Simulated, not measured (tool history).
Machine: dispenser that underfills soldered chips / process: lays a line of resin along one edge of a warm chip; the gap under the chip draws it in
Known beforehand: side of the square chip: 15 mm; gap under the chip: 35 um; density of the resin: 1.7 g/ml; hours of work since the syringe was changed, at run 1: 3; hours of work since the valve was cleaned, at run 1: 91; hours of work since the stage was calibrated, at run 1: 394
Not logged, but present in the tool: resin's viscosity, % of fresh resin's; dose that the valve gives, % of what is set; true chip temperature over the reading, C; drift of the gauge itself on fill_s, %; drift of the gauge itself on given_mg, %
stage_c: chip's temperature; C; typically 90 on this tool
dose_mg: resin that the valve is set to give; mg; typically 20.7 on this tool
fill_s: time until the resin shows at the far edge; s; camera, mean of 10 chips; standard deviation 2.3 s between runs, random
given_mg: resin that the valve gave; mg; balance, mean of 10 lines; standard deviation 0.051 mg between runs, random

run	hour	stage_c	dose_mg	hours of work since the syringe was changed	hours of work since the valve was cleaned	hours of work since the stage was calibrated	fill_s	given_mg
1	0.0	90	20.7	3	91	394	247.7	19.94
# hour 9.3: new syringe of resin
2	13.1	90	22.3	3	102	404	252.5	21.39
# hour 22.5: new syringe of resin
3	24.5	93	20.7	2	110	413	210.1	19.66
4	33.2	93	20.7	9	117	420	284.8	19.73
# hour 34.9: new syringe of resin
5	42.4	93	20.7	6	125	427	259.2	19.61
# hour 47.3: new syringe of resin
6	58.9	93	20.7	9	137	440	295.2	19.59
# hour 60.7: new syringe of resin
# hour 61.7: dispensing valve cleaned and set on the balance
7	67.9	93	20.7	5	5	446	242.9	20.75
# hour 74.7: new syringe of resin
8	75.8	90	20.7	1	11	452	226.4	20.69
9	85.8	90	20.7	9	19	460	316.0	20.59
# hour 87.2: new syringe of resin
10	96.3	90	20.7	7	27	468	295.5	20.52
# hour 100.7: new syringe of resin
11	112.3	90	20.7	9	40	481	318.5	20.42
# hour 113.3: new syringe of resin
12	120.0	90	20.7	5	45	487	269.3	20.33
# hour 126.0: new syringe of resin
13	129.5	90	20.7	3	53	494	243.7	20.33
# hour 139.1: new syringe of resin
14	140.1	90	20.7	1	61	502	226.7	20.22
15	150.6	90	20.7	9	69	511	320.5	20.18
# hour 152.3: new syringe of resin
# hour 165.5: new syringe of resin
16	168.5	90	20.7	2	83	524	240.7	20.02
# hour 178.7: new syringe of resin
17	183.0	90	18.4	3	94	536	262.1	17.76
18	190.0	98	18.4	9	100	541	249.8	17.68
# hour 191.8: new syringe of resin
# hour 204.5: new syringe of resin
19	207.6	103	21.7	2	113	555	156.9	20.73
# hour 217.3: new syringe of resin
20	219.0	83	20.7	1	122	564	295.4	19.75
# hour 230.8: new syringe of resin
21	230.8	83	20.7	0	132	573	274.9	19.68
# hour 240.4: dispensing valve cleaned and set on the balance
# hour 244.4: new syringe of resin
22	248.4	90	18.4	3	6	586	245.8	18.48
# hour 257.6: new syringe of resin
23	265.7	77	18.1	6	20	599	461.2	18.08
# hour 270.6: new syringe of resin
24	274.7	94	23.9	3	27	606	209.7	23.73
# hour 283.6: new syringe of resin
25	284.7	90	20.7	1	34	614	224.8	20.48
# hour 297.1: new syringe of resin
26	297.3	90	20.7	0	44	624	213.3	20.33
# hour 310.5: new syringe of resin
27	311.6	86	21.9	1	55	635	256.6	21.50
# hour 323.9: new syringe of resin
28	324.6	92	24.4	1	65	645	193.5	23.77
29	331.5	90	22.6	6	71	650	266.6	22.01
# hour 337.2: new syringe of resin
30	348.6	91	21.5	9	84	664	289.4	20.83
# hour 350.6: new syringe of resin
31	361.0	98	20.2	8	94	673	235.8	19.61
# hour 363.7: new syringe of resin
32	372.8	99	20.5	7	103	683	214.1	19.73
# hour 376.1: new syringe of resin
33	386.1	78	26.0	8	113	693	441.3	24.87
# hour 389.5: new syringe of resin
34	396.8	76	19.0	6	122	701	463.1	18.18

Each run again, without the hidden state but with its own random variation kept:
run	fill_s	given_mg
1	234.3	20.72
2	230.9	22.32
3	209.3	20.60
4	211.1	20.72
5	210.8	20.66
6	209.8	20.76
7	208.8	20.78
8	235.8	20.77
9	233.6	20.74
10	232.1	20.72
11	231.8	20.72
12	227.6	20.68
13	229.2	20.75
14	236.5	20.71
15	234.0	20.72
16	233.3	20.68
17	239.7	18.42
18	178.9	18.38
19	151.0	21.68
20	303.8	20.72
21	301.9	20.73
22	235.1	18.46
23	382.3	18.16
24	199.2	23.90
25	233.8	20.70
26	232.7	20.62
27	268.6	21.91
28	209.4	24.32
29	227.7	22.57
30	220.8	21.46
31	179.7	20.28
32	171.0	20.48
33	350.7	25.93
34	394.5	19.02
